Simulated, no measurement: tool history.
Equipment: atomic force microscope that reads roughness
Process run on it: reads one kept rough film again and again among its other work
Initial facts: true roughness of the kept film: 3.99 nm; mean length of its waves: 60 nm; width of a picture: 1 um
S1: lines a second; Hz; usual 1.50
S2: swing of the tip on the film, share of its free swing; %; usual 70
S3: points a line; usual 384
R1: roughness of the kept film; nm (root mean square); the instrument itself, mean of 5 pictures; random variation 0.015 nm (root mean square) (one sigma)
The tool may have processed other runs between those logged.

Run 1, hour 0.0: usual settings. Result: R1 3.441 nm (root mean square).
At hour 65.5: new tip fitted.
Run 2, hour 73.5: usual settings but S2 75 %. Result: R1 3.457 nm (root mean square).
Run 3, hour 136.4: usual settings but S2 75 %. Result: R1 3.310 nm (root mean square).
At hour 193.4: new tip fitted.
Run 4, hour 215.3: usual settings. Result: R1 3.501 nm (root mean square).
Run 5, hour 270.9: usual settings but S3 1000. Result: R1 3.400 nm (root mean square).
At hour 324.0: new tip fitted.
Run 6, hour 338.6: usual settings but S3 1000. Result: R1 3.517 nm (root mean square).
Run 7, hour 372.5: usual settings but S3 1000. Result: R1 3.464 nm (root mean square).
At hour 450.6: new tip fitted.
Run 8, hour 456.2: usual settings but S3 1000. Result: R1 3.535 nm (root mean square).
Run 9, hour 490.1: usual settings but S3 1000. Result: R1 3.449 nm (root mean square).
Run 10, hour 545.4: usual settings. Result: R1 3.371 nm (root mean square).
At hour 577.0: new tip fitted.
Run 11, hour 619.8: usual settings. Result: R1 3.451 nm (root mean square).
Run 12, hour 654.3: usual settings. Result: R1 3.398 nm (root mean square).
At hour 706.5: new tip fitted.
Run 13, hour 731.2: usual settings. Result: R1 3.485 nm (root mean square).
Run 14, hour 785.0: usual settings. Result: R1 3.368 nm (root mean square).
At hour 837.6: new tip fitted.
Run 15, hour 867.4: usual settings. Result: R1 3.484 nm (root mean square).
Run 16, hour 935.2: usual settings. Result: R1 3.338 nm (root mean square).
At hour 963.8: new tip fitted.
Run 17, hour 1009.9: usual settings. Result: R1 3.444 nm (root mean square).
Run 18, hour 1043.4: usual settings but S2 82 %. Result: R1 3.166 nm (root mean square).
Run 19, hour 1082.0: usual settings but S2 82 %. Result: R1 3.123 nm (root mean square).
At hour 1092.2: new tip fitted.
Run 20, hour 1119.9: usual settings but S2 82 %. Result: R1 3.252 nm (root mean square).
Run 21, hour 1180.0: usual settings. Result: R1 3.351 nm (root mean square).
At hour 1222.2: new tip fitted.
Run 22, hour 1258.1: usual settings. Result: R1 3.463 nm (root mean square).
Run 23, hour 1312.2: usual settings. Result: R1 3.329 nm (root mean square).
At hour 1351.2: new tip fitted.
Run 24, hour 1369.5: usual settings. Result: R1 3.485 nm (root mean square).
Run 25, hour 1417.5: usual settings. Result: R1 3.397 nm (root mean square).
At hour 1481.0: new tip fitted.
Run 26, hour 1500.0: usual settings. Result: R1 3.469 nm (root mean square).
Run 27, hour 1561.3: usual settings but S1 1.71 Hz, S2 82 %. Result: R1 3.077 nm (root mean square).
At hour 1568.5: height scale calibrated on a step standard.
At hour 1612.4: new tip fitted.
Run 28, hour 1646.1: usual settings but S1 0.56 Hz, S3 958. Result: R1 3.713 nm (root mean square).
Run 29, hour 1695.1: usual settings but S2 64 %, S3 944. Result: R1 3.513 nm (root mean square).
At hour 1739.5: new tip fitted.
Run 30, hour 1742.2: usual settings but S1 1.39 Hz. Result: R1 3.603 nm (root mean square).
Run 31, hour 1824.8: usual settings but S1 1.39 Hz. Result: R1 3.428 nm (root mean square).
At hour 1871.3: new tip fitted.
Run 32, hour 1903.0: usual settings but S1 0.76 Hz, S2 55 %. Result: R1 3.748 nm (root mean square).
Run 33, hour 1942.0: usual settings but S1 0.76 Hz, S2 55 %. Result: R1 3.686 nm (root mean square).
At hour 2000.7: new tip fitted.
Run 34, hour 2011.6: usual settings but S1 0.76 Hz, S2 55 %. Result: R1 3.815 nm (root mean square).
Run 35, hour 2077.0: usual settings but S1 0.76 Hz, S2 55 %. Result: R1 3.656 nm (root mean square).
At hour 2130.8: new tip fitted.
Run 36, hour 2139.7: usual settings but S1 3.26 Hz, S2 66 %, S3 408. Result: R1 3.368 nm (root mean square).
Run 37, hour 2208.5: usual settings but S1 3.26 Hz, S2 78 %, S3 455. Result: R1 2.909 nm (root mean square).
At hour 2260.5: new tip fitted.
Run 38, hour 2265.9: usual settings but S1 3.26 Hz, S2 78 %, S3 455. Result: R1 3.018 nm (root mean square).
Run 39, hour 2318.2: usual settings but S1 0.52 Hz, S2 88 %, S3 455. Result: R1 3.547 nm (root mean square).
Run 40, hour 2368.9: usual settings but S1 0.52 Hz, S2 88 %, S3 682. Result: R1 3.426 nm (root mean square).
At hour 2391.6: new tip fitted.
Run 41, hour 2434.9: usual settings but S1 0.85 Hz, S2 59 %. Result: R1 3.698 nm (root mean square).
Run 42, hour 2478.3: usual settings but S1 0.85 Hz, S2 59 %. Result: R1 3.598 nm (root mean square).
At hour 2523.0: new tip fitted.
Run 43, hour 2534.6: usual settings but S1 0.85 Hz, S2 58 %, S3 525. Result: R1 3.808 nm (root mean square).
Run 44, hour 2597.6: usual settings but S1 0.50 Hz, S2 76 %, S3 613. Result: R1 3.574 nm (root mean square).
Run 45, hour 2636.9: usual settings but S1 1.92 Hz, S2 68 %, S3 479. Result: R1 3.306 nm (root mean square).
At hour 2651.6: new tip fitted.
Run 46, hour 2709.6: usual settings but S1 1.13 Hz, S2 86 %, S3 278. Result: R1 3.299 nm (root mean square).
Run 47, hour 2752.1: usual settings but S1 1.13 Hz, S2 86 %, S3 278. Result: R1 3.176 nm (root mean square).
At hour 2778.1: new tip fitted.
Run 48, hour 2807.5: usual settings but S1 2.86 Hz, S2 88 %, S3 703. Result: R1 2.728 nm (root mean square).
Run 49, hour 2875.8: usual settings but S1 1.11 Hz, S3 429. Result: R1 3.469 nm (root mean square).
At hour 2906.4: new tip fitted.
Run 50, hour 2924.7: usual settings but S1 0.82 Hz, S3 529. Result: R1 3.640 nm (root mean square).
Run 51, hour 2992.5: usual settings but S1 0.82 Hz, S3 529. Result: R1 3.529 nm (root mean square).

3 ways to go on from here, each from the tool as it stands after run 51. What would each give?
At hour 3033.2: new tip fitted.
Run A, hour 3051.6: usual settings but S1 2.03 Hz, S2 86 %, S3 428. Result: R1 ?.
At hour 3033.2: new tip fitted.
Run B, hour 3051.6: usual settings but S1 0.54 Hz, S2 63 %, S3 289. Result: R1 ?.
At hour 3033.2: new tip fitted.
Run C, hour 3051.6: usual settings but S1 1.53 Hz, S2 55 %, S3 481. Result: R1 ?.

run     R1
  A  3.056
  B  3.752
  C  3.698
Without the tool's hidden state the same runs would have given:
run     R1
  A  3.129
  B  3.842
  C  3.786
